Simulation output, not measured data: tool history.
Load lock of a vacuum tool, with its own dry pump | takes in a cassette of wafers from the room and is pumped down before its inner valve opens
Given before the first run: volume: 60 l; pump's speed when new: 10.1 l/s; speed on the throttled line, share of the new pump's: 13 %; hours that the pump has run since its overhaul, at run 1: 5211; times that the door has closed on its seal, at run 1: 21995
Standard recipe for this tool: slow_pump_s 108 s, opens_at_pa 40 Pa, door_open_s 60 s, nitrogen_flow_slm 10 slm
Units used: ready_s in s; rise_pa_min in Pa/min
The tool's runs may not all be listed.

| run | hour | slow_pump_s | opens_at_pa | door_open_s | nitrogen_flow_slm | hours that the pump has run since its overhaul | times that the door has closed on its seal | incoming humidity of the room's air, % | ready_s | rise_pa_min |
|---|---|---|---|---|---|---|---|---|---|---|
| 1 | 0 | 108 | 40 | 60 | 10 | 5211 | 21995 | 43 | 142.8 | 0.22 |
| 2 | 131.7 | 108 | 40 | 60 | 10 | 5343 | 22202 | 46.7 | 142.3 | 0.23 |
| 3 | 236.1 | 108 | 40 | 60 | 10 | 5447 | 22366 | 46 | 140.5 | 0.241 |
| 4 | 309.5 | 108 | 40 | 60 | 10 | 5521 | 22482 | 50.1 | 143 | 0.247 |
| 5 | 384.7 | 108 | 40 | 60 | 10 | 5596 | 22600 | 43.7 | 143 | 0.238 |
| 6 | 469.1 | 108 | 40 | 60 | 11 | 5680 | 22733 | 45.5 | 142.9 | 0.243 |
| 7 | 555.7 | 108 | 40 | 60 | 11 | 5767 | 22869 | 50.2 | 142.4 | 0.247 |
| 8 | 612.3 | 108 | 40 | 60 | 11 | 5824 | 22958 | 46.7 | 143.1 | 0.244 |
| 9 | 723.8 | 108 | 40 | 60 | 45 | 5935 | 23133 | 46.4 | 144.1 | 0.222 |
| 10 | 836.6 | 108 | 40 | 60 | 10 | 6048 | 23311 | 46.8 | 142.9 | 0.255 |
| 11 | 936.4 | 158 | 40 | 60 | 10 | 6148 | 23468 | 46.9 | 188.1 | 0.25 |
| 12 | 1062.8 | 185 | 40 | 60 | 10 | 6274 | 23667 | 44.5 | 209.1 | 0.247 |
| 13 | 1160.7 | 185 | 40 | 60 | 10 | 6372 | 23821 | 42.8 | 208.7 | 0.253 |
| 14 | 1220.7 | 193 | 40 | 60 | 21 | 6432 | 23915 | 46 | 216.1 | 0.252 |
| 15 | 1292.5 | 77 | 40 | 100 | 16 | 6504 | 24028 | 43 | 116 | 0.256 |
| 16 | 1356 | 119 | 30 | 196 | 16 | 6567 | 24128 | 43.1 | 154.2 | 0.261 |
| 17 | 1454.6 | 119 | 30 | 196 | 16 | 6666 | 24283 | 46.8 | 154.2 | 0.272 |
| 18 | 1583.9 | 183 | 47 | 196 | 16 | 6795 | 24486 | 45.3 | 205.8 | 0.279 |
| 19 | 1710.6 | 183 | 47 | 196 | 42 | 6922 | 24686 | 46.3 | 206.5 | 0.259 |
| 20 | 1767.6 | 108 | 72 | 74 | 7 | 6979 | 24776 | 43.1 | 138 | 0.27 |
| 21 | 1901.2 | 108 | 71 | 74 | 7 | 7112 | 24986 | 45.8 | 138.9 | 0.28 |
| 22 | 1961.3 | 108 | 40 | 60 | 7 | 7173 | 25080 | 44.2 | 141.2 | 0.27 |
| 23 | 2072 | 108 | 40 | 60 | 7 | 7283 | 25254 | 47.1 | 142.9 | 0.283 |
| 24 | 2178.2 | 108 | 54 | 60 | 7 | 7389 | 25421 | 42.3 | 142 | 0.273 |
| 25 | 2276.2 | 108 | 54 | 60 | 7 | 7487 | 25576 | 42 | 140.8 | 0.27 |

Difference, measured minus no-hidden-state, one row per run. Run-to-run variation is common to both terms; the gauge's own scatter need not be:
The hidden state here: pump's speed, % of a new pump's; leak at the door's seal, Pa l/s; drift of the gauge itself on ready_s, %; drift of the gauge itself on rise_pa_min, %.
| run | ready_s | rise_pa_min |
|---|---|---|
| 1 | +1.4 | +0.181 |
| 2 | +1.5 | +0.186 |
| 3 | +1.4 | +0.191 |
| 4 | +1.5 | +0.192 |
| 5 | +1.5 | +0.192 |
| 6 | +1.5 | +0.192 |
| 7 | +1.5 | +0.195 |
| 8 | +1.5 | +0.197 |
| 9 | +1.5 | +0.199 |
| 10 | +1.6 | +0.201 |
| 11 | +1.4 | +0.201 |
| 12 | +1.3 | +0.204 |
| 13 | +1.3 | +0.206 |
| 14 | +1.1 | +0.208 |
| 15 | +1.9 | +0.209 |
| 16 | +1.8 | +0.208 |
| 17 | +1.8 | +0.213 |
| 18 | +1.3 | +0.215 |
| 19 | +1.4 | +0.217 |
| 20 | +1.6 | +0.218 |
| 21 | +1.6 | +0.222 |
| 22 | +1.9 | +0.221 |
| 23 | +1.9 | +0.226 |
| 24 | +1.9 | +0.228 |
| 25 | +1.9 | +0.228 |
